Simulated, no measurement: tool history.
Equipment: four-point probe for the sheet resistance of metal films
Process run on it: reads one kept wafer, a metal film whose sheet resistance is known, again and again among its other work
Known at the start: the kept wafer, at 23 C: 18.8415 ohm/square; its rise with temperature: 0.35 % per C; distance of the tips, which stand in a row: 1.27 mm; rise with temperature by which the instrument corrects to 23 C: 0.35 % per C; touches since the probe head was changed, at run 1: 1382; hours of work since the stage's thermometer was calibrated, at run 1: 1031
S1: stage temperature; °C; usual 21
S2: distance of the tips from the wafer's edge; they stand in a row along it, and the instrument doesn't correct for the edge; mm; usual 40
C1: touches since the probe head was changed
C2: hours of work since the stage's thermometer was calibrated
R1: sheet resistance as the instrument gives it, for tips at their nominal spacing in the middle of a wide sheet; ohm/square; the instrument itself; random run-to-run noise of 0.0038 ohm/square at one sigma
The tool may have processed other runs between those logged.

run,hour,S1,S2,C1,C2,R1
1,0.0,21,40,1382,1031,18.808947
2,10.3,21,40,1509,1036,18.810804
3,18.4,21,40,1607,1040,18.817875
4,30.1,21,40,1752,1045,18.805589
5,40.4,21,40,1877,1050,18.810021
6,49.4,21,40,1987,1054,18.815030
7,62.7,21,40,2151,1060,18.803232
8,79.4,21,40,2355,1068,18.804113
9,87.1,21,40,2450,1071,18.804976
10,102.0,21,12,2632,1078,18.909319
11,111.2,21,12,2746,1082,18.909419
12,127.3,22,40,2943,1090,18.804405
13,136.7,22,40,3058,1094,18.806301
14,144.0,22,40,3147,1097,18.807851
# hour 146.0: stage's thermometer calibrated
15,159.6,21,74,3332,6,18.788003
16,167.4,21,40,3428,10,18.795455
17,183.5,21,38,3626,17,18.805163
# hour 197.4: stage's thermometer calibrated, once more
18,198.0,21,4,3797,0,19.769332
19,206.2,21,4,3898,4,19.775714
20,222.1,21,4,4093,11,19.769382
21,231.8,21,4,4212,16,19.771299
22,246.0,21,4,4385,22,19.770710
23,261.8,25,8,4579,30,19.062551
24,273.6,26,5,4725,35,19.435583
25,283.2,21,13,4842,39,18.895684
26,296.7,19,18,5008,46,18.854440
27,306.4,19,18,5126,50,18.852030
28,319.7,21,25,5290,56,18.821809
29,332.3,28,12,5445,62,18.917958
30,346.0,19,36,5613,68,18.817115
31,358.3,21,40,5763,74,18.814281
32,366.0,33,40,5857,78,18.817748
33,378.9,33,40,6015,83,18.810317
34,392.8,19,40,6185,90,18.814147
35,408.6,32,20,6379,97,18.853614
36,415.9,25,10,6469,101,18.963078
37,424.4,25,19,6573,104,18.845483
38,435.1,21,10,6704,109,18.962303
39,449.6,25,10,6883,116,18.971102
40,463.0,26,74,7047,122,18.807653
41,473.3,26,74,7173,127,18.805966
42,488.1,34,40,7355,134,18.813571
43,496.6,30,7,7459,138,19.135226
44,504.2,30,7,7551,141,19.136253

Results for each run, recomputed without the tool's hidden state and with each run's random variation untouched:
Unlogged tool condition in this case: inner tips' distance over the nominal, %; tips' flats over new ones', %; wafer's true temperature over the reading, C; drift of the gauge itself on sheet_ohm, %.
run,R1
1,18.850830
2,18.852818
3,18.860003
4,18.847819
5,18.852390
6,18.857527
7,18.845875
8,18.846966
9,18.847936
10,18.952700
11,18.952924
12,18.847839
13,18.849861
14,18.851512
15,18.837524
16,18.845092
17,18.855034
18,19.806987
19,19.813499
20,19.807373
21,19.809417
22,19.809016
23,19.099715
24,19.473566
25,18.932891
26,18.891774
27,18.889487
28,18.859337
29,18.955701
30,18.855016
31,18.852294
32,18.855648
33,18.848351
34,18.852624
35,18.892103
36,19.002001
37,18.884293
38,19.001560
39,19.010472
40,18.846856
41,18.845299
42,18.852937
43,19.175405
44,19.176530
